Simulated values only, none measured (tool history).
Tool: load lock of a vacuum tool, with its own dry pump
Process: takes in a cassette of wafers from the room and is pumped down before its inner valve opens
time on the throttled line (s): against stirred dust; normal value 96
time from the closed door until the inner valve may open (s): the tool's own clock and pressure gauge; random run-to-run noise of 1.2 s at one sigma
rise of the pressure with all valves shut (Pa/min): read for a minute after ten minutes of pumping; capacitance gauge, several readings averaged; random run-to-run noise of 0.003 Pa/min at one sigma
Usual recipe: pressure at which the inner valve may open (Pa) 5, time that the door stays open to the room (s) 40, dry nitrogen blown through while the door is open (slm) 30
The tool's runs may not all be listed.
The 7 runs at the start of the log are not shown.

run	hour	time on the throttled line (s)	pressure at which the inner valve may open (Pa)	time that the door stays open to the room (s)	dry nitrogen blown through while the door is open (slm)	hours that the pump has run since its overhaul	times that the door has closed on its seal	incoming humidity of the room's air, %	time from the closed door until the inner valve may open (s)	rise of the pressure with all valves shut (Pa/min)
8	1039.7	96	5	40	30	1577	9423	45.8	197	0.043
9	1233.9	96	5	40	30	1771	10049	46.8	196.8	0.048
10	1420.1	96	5	40	30	1957	10649	47.2	194.9	0.049
11	1551.9	96	5	40	30	2089	11074	43.6	192.7	0.045
12	1683	96	5	40	30	2220	11497	46.1	197.4	0.044
13	1848	96	5	40	30	2385	12029	44	195.2	0.05
14	1960.8	96	5	40	30	2498	12392	45.1	197.8	0.046
15	2078.4	96	8	40	30	2616	12771	47.5	190.7	0.052
16	2207.4	96	5	40	30	2745	13187	46	196.4	0.051
17	2347.7	176	9	40	30	2885	13639	41.7	247.9	0.054
18	2452.1	62	9	43	30	2989	13976	44.7	163.9	0.057
19	2622	62	9	43	30	3159	14523	42.2	164.1	0.055
20	2761	96	5	62	30	3298	14971	45.1	200.6	0.059
21	2933.5	51	5	28	6	3471	15527	43.5	164.2	0.067
22	3118	51	5	28	6	3655	16122	46.2	163.6	0.071
23	3309	51	5	28	6	3846	16738	45.7	163.3	0.073
24	3446.6	51	9	51	6	3984	17181	46.5	157	0.084
25	3613.2	96	7	78	30	4150	17718	45.6	192.3	0.076
26	3769.7	157	7	40	30	4307	18222	43.6	236.1	0.067
27	3872	152	8	45	6	4409	18552	46.6	231.3	0.09
28	4005.1	57	4	27	4	4542	18981	42.9	173	0.08
29	4089.4	57	4	27	13	4627	19253	43	172.6	0.074
30	4198.9	96	5	88	30	4736	19606	42.7	199.5	0.083
31	4282.2	96	5	88	30	4819	19874	45.4	199.6	0.086
32	4380.5	96	5	88	30	4918	20191	43.5	199.4	0.082

Forecast each of these 4 alternatives for the next run:
A	4470.8	89	8	88	30	5008	20482	44.1	?	?
B	4470.8	96	5	141	6	5008	20482	46.9	?	?
C	4470.8	77	5	40	15	5008	20482	46	?	?
D	4470.8	71	5	88	8	5008	20482	38.9	?	?

run	time from the closed door until the inner valve may open (s)	rise of the pressure with all valves shut (Pa/min)
A	186.5	0.086
B	197.4	0.108
C	184.6	0.082
D	178.8	0.098
Take away the tool's hidden state, keep each run's random variation, and the runs would have read:
run	time from the closed door until the inner valve may open (s)	rise of the pressure with all valves shut (Pa/min)
A	182.5	0.024
B	193	0.045
C	180.2	0.021
D	174.1	0.035
